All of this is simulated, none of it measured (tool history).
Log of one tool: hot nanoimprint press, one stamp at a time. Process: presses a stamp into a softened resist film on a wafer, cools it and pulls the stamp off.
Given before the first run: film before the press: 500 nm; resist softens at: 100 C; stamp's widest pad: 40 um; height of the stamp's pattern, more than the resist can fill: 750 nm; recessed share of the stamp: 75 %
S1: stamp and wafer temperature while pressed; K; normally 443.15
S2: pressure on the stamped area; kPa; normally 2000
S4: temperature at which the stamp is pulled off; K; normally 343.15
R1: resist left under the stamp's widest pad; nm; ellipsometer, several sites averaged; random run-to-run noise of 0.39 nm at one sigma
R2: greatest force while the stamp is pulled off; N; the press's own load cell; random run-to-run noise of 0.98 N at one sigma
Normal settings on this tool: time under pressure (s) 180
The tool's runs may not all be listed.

Run 1, hour 0: usual settings. Result: R1 257.2 nm, R2 122.3 N.
Run 2, hour 8.8: usual settings but S2 2260 kPa. Result: R1 244.1 nm, R2 124.3 N.
Run 3, hour 18: usual settings but S1 445.15 K. Result: R1 240.8 nm, R2 125.4 N.
At hour 25.9: stamp cleaned and given a new release coat.
Run 4, hour 44: usual settings but S1 445.15 K. Result: R1 240.5 nm, R2 114.2 N.
Run 5, hour 62.4: usual settings but S1 445.15 K. Result: R1 240.1 nm, R2 113.7 N.
Run 6, hour 74.2: usual settings but S1 445.15 K. Result: R1 240.4 nm, R2 114.5 N.
Run 7, hour 90.1: usual settings but S1 445.15 K. Result: R1 239.8 nm, R2 116.5 N.
Run 8, hour 99.4: usual settings but S1 445.15 K. Result: R1 239.8 nm, R2 118.1 N.
Run 9, hour 114.8: usual settings. Result: R1 256.8 nm, R2 116.4 N.
Run 10, hour 131.9: usual settings. Result: R1 256.6 nm, R2 117.4 N.
Run 11, hour 147.9: usual settings but S2 2630 kPa. Result: R1 229.7 nm, R2 117.3 N.
Run 12, hour 158.3: usual settings but S2 2630 kPa. Result: R1 229.7 nm, R2 119 N.
Run 13, hour 172.1: usual settings but S2 2630 kPa. Result: R1 229.5 nm, R2 118.1 N.
Run 14, hour 192.6: usual settings but S2 2630 kPa. Result: R1 228.5 nm, R2 119.2 N.
Run 15, hour 205.6: usual settings. Result: R1 256.1 nm, R2 120.3 N.
Run 16, hour 215.4: usual settings but time under pressure (s) 158, S4 347.15 K. Result: R1 268.2 nm, R2 115.5 N.
At hour 231.7: plate thermocouple calibrated.
Run 17, hour 234.8: usual settings but time under pressure (s) 158, S4 347.15 K. Result: R1 275.9 nm, R2 117.6 N.
Run 18, hour 254.4: usual settings but time under pressure (s) 158, S4 347.15 K. Result: R1 275.9 nm, R2 119.9 N.
Run 19, hour 265.4: usual settings but S1 440.15 K, S2 1880 kPa, time under pressure (s) 350, S4 345.15 K. Result: R1 235.3 nm, R2 121.9 N.
Run 20, hour 280.2: usual settings but S1 440.15 K, S2 1880 kPa, time under pressure (s) 350, S4 345.15 K. Result: R1 235.8 nm, R2 122.1 N.
Run 21, hour 298.5: usual settings but S1 431.15 K, S2 1780 kPa, time under pressure (s) 350, S4 342.15 K. Result: R1 326.5 nm, R2 125.9 N.
At hour 313: stamp cleaned and given a new release coat.
Run 22, hour 321.9: usual settings but time under pressure (s) 229. Result: R1 241.6 nm, R2 112.2 N.
Run 23, hour 334: usual settings but S1 444.15 K, S2 3180 kPa, time under pressure (s) 229. Result: R1 191.5 nm, R2 115.1 N.
Run 24, hour 348.3: usual settings but S1 438.15 K, S2 2380 kPa, time under pressure (s) 181, S4 346.15 K. Result: R1 290.9 nm, R2 112.4 N.
Run 25, hour 361.8: usual settings but S1 451.15 K, time under pressure (s) 142, S4 336.15 K. Result: R1 221.9 nm, R2 123 N.
Run 26, hour 376.9: usual settings but S1 451.15 K, S2 1680 kPa, time under pressure (s) 142, S4 330.15 K. Result: R1 238.4 nm, R2 128.4 N.
Run 27, hour 395.7: usual settings but S1 451.15 K, S2 1680 kPa, time under pressure (s) 142, S4 330.15 K. Result: R1 237.5 nm, R2 131.5 N.
Run 28, hour 410.1: usual settings but S1 451.15 K, S2 1680 kPa, time under pressure (s) 142, S4 330.15 K. Result: R1 237.7 nm, R2 133.1 N.
Run 29, hour 420: usual settings but S1 451.15 K, S2 1470 kPa, time under pressure (s) 168, S4 330.15 K. Result: R1 235.3 nm, R2 132.2 N.
Run 30, hour 437.6: usual settings but time under pressure (s) 149, S4 334.15 K. Result: R1 280.2 nm, R2 127.5 N.

Below, some changes in R1 between adjacent runs. For each, the amount present without the hidden state too (settings, incoming material, random variation) and the amount remaining for the hidden state with gauge scatter not shared by both compared results:
Hidden state at play: true temperature over the reading, C; pressure that arrives at the usual setting, %; grip of the stamp's worn release coat, % over a new coat's; drift of the gauge itself on residual_nm, %; drift of the gauge itself on pull_off_n, %.
Run 14 -> 15: S2 2630 -> 2000. R1 +27.6 nm: hidden state -0.8, all else +28.4.
Run 16 -> 17: plate thermocouple calibrated. R1 +7.7 nm: hidden state +8, all else -0.3.
Run 20 -> 21: S1 440.15 -> 431.15, S2 1880 -> 1780, S4 345.15 -> 342.15. R1 +90.7 nm: hidden state -0.3, all else +91.
Run 21 -> 22: S1 431.15 -> 443.15, S2 1780 -> 2000, time under pressure (s) 350 -> 229, S4 342.15 -> 343.15, stamp cleaned and given a new release coat. R1 -84.9 nm: hidden state +0.3, all else -85.2.
Run 22 -> 23: S1 443.15 -> 444.15, S2 2000 -> 3180. R1 -50.1 nm: hidden state +0.8, all else -50.9.
Run 23 -> 24: S1 444.15 -> 438.15, S2 3180 -> 2380, time under pressure (s) 229 -> 181, S4 343.15 -> 346.15. R1 +99.4 nm: hidden state -0.7, all else +100.1.
